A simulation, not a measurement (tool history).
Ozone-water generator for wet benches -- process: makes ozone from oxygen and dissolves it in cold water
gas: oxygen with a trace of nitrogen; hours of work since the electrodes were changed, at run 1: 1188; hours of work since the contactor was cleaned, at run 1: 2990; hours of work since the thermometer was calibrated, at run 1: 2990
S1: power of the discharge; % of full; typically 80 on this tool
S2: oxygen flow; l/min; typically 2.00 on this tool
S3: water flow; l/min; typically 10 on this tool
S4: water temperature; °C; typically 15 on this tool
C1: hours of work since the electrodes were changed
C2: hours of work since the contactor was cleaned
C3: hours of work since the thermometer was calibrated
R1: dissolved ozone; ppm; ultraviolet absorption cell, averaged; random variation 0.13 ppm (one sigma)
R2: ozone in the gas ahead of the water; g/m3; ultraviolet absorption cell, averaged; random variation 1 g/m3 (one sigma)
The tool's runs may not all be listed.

run	day	S1	S2	S3	S4	C1	C2	C3	R1	R2
1	0.000	80	2.00	10	15	1188	2990	2990	12.2	171.4
2	2.588	80	1.10	10	15	1245	3047	3047	11.4	246.8
3	5.008	80	2.00	10	14	1299	3101	3101	12.2	171.9
4	8.604	80	2.00	10	14	1378	3180	3180	12.2	171.3
5	10.954	80	2.00	10	14	1430	3233	3233	12.3	169.5
6	14.862	80	2.00	10	15	1517	3319	3319	12.1	170.7
7	17.238	41	2.00	10	15	1569	3372	3372	6.7	94.3
8	19.304	80	2.00	10	15	1615	3417	3417	11.8	169.7
9	22.608	80	2.00	10	15	1688	3491	3491	11.9	167.5
10	26.308	80	2.00	10	15	1770	3572	3572	11.6	169.6
11	27.971	80	2.00	10	15	1807	3609	3609	12.0	169.9
12	31.012	66	2.00	10	15	1875	3677	3677	9.9	143.3
13	34.092	58	1.25	8	8	1943	3745	3745	11.6	170.7
14	37.088	88	1.62	10	15	2009	3811	3811	12.8	208.1
15	40.767	56	2.47	11	7	2090	3893	3893	8.6	107.7
16	43.250	80	2.00	10	7	2145	3948	3948	12.7	167.5
17	46.088	96	2.82	8	15	2208	4010	4010	16.7	159.8
18	47.767	52	2.82	7	13	2245	4048	4048	11.0	93.3
19	51.771	52	2.82	7	13	2334	4136	4136	11.0	93.0
20	55.025	44	1.16	11	21	2406	4208	4208	5.7	139.4
21	58.621	44	1.16	11	21	2486	4288	4288	5.6	139.6
22	62.408	80	1.06	11	15	2570	4372	4372	10.0	246.3
23	65.917	80	2.00	10	16	2647	4449	4449	11.5	166.3
24	67.879	80	2.00	10	16	2691	4493	4493	11.4	165.2

Predict each of these 5 candidate next runs independently; none follows another, all start after run 24:
A	69.642	80	2.00	10	8	2730	4532	4532	?	?
B	69.642	61	2.00	8	15	2730	4532	4532	?	?
C	69.642	45	2.00	10	15	2730	4532	4532	?	?
D	69.642	80	2.00	7	10	2730	4532	4532	?	?
E	69.642	80	2.92	13	8	2730	4532	4532	?	?

run	R1	R2
A	12.3	165.9
B	11.1	131.4
C	6.9	100.9
D	17.0	166.5
E	9.6	130.5
With no hidden state in the tool, these same runs would have given:
run	R1	R2
A	13.5	173.5
B	12.1	136.1
C	7.5	103.3
D	18.6	174.0
E	10.6	136.5
